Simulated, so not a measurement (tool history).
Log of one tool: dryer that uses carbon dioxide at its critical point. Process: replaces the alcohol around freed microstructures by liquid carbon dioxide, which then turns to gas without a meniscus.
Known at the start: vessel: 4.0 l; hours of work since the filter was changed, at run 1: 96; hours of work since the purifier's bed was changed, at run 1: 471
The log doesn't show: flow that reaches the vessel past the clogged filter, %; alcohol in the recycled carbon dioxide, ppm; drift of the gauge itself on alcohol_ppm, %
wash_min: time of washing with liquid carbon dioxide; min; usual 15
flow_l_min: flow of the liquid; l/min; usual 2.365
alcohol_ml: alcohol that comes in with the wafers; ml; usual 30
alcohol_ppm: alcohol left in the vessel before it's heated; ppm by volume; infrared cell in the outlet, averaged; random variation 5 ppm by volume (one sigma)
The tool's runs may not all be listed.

run    hour  wash_min  flow_l_min  alcohol_ml  hours of work since the filter was changed  hours of work since the purifier's bed was changed  alcohol_ppm
  1       0        15       2.365          30                                          96                                                 471          110
  2    25.7        15       2.365          30                                         109                                                 483           89
  3    43.7        15       2.365          30                                         118                                                 492           86
  4    74.5        15       2.365          30                                         133                                                 507          107
  5     105        24       2.365          30                                         147                                                 522           95
  6   131.5        24       2.365          30                                         160                                                 535           96
  7   152.1        24       2.365          30                                         170                                                 545           99
  8   170.3        15       2.365          30                                         179                                                 554          115
      177.8  -- inlet filter changed
  9   187.1        15       2.365          69                                           5                                                 561          109
 10   217.2        15        3.01          69                                          19                                                 576          105
 11     238        15        3.01          69                                          29                                                 586          100
 12   265.1        15        3.01          69                                          42                                                 599          117
 13   297.4        13       2.365          30                                          58                                                 615          116
 14   327.8        13       2.365          30                                          73                                                 630          128
 15   362.5        13       2.365          60                                          90                                                 647          141
 16   397.4        15       2.365          30                                         107                                                 664          122
 17   419.5        15       2.365          30                                         118                                                 674          129
 18   443.6        15       2.365          30                                         129                                                 686          120
 19   461.3        15       2.365          30                                         138                                                 695          137
 20   483.3        15       2.365          30                                         149                                                 705          136
 21   505.2        21       2.365          30                                         159                                                 716          128
 22   529.1        16       2.365          30                                         171                                                 728          139
      554.2  -- inlet filter changed
 23   560.1        16       2.365          30                                           3                                                 742          134
 24   579.3        16        2.26          30                                          12                                                 752          135
 25   605.6        21        1.82         106                                          25                                                 764          135
 26   634.1        19        1.81          77                                          39                                                 778          149
 27   658.7        17       2.365          30                                          51                                                 790          138
 28   692.3        10           3          30                                          67                                                 807          160
 29   726.9        16       2.365          71                                          84                                                 823          159
 30   758.5        15       2.365          62                                          99                                                 839          167
 31   790.7        15       2.365          62                                         115                                                 854          165
 32   812.4        15       2.365          62                                         126                                                 865          180
 33   837.7        15       2.365          62                                         138                                                 877          176
 34   863.2        15       2.365          62                                         150                                                 890          171
 35   884.9        15       2.365          62                                         161                                                 900          172
 36     900        13       2.365          85                                         168                                                 908          205
      929.9  -- inlet filter changed
 37   937.3        13         1.6          62                                           4                                                 925          338
 38   960.5        13         1.6          62                                          15                                                 937          344
 39     976        13        1.53          76                                          22                                                 944          452
      993.1  -- purifier's bed changed
 40  1011.3        11        2.21          80                                          38                                                   9          105
 41    1046        10         1.6          35                                          55                                                  26          321
 42  1072.2        10         1.6          35                                          68                                                  38          326
 43  1102.7        15        1.49          30                                          83                                                  53           87
 44  1128.5        11        2.38          57                                          95                                                  66           78
 45  1164.3        12       2.365          50                                         113                                                  83           53
 46  1194.3        11       2.365          50                                         127                                                  98           86
 47  1229.1        11       2.365          50                                         144                                                 115           91

Forecast each of these 3 alternatives for the next run:
  A  1246.1        18        2.73          30                                         152                                                 123            ?
  B  1246.1        12        1.42          50                                         152                                                 123            ?
  C  1246.1        19         2.8          86                                         152                                                 123            ?

run  alcohol_ppm
  A           29
  B          480
  C           36
Without the tool's hidden state the same runs would have given:
run  alcohol_ppm
  A            7
  B          322
  C           13
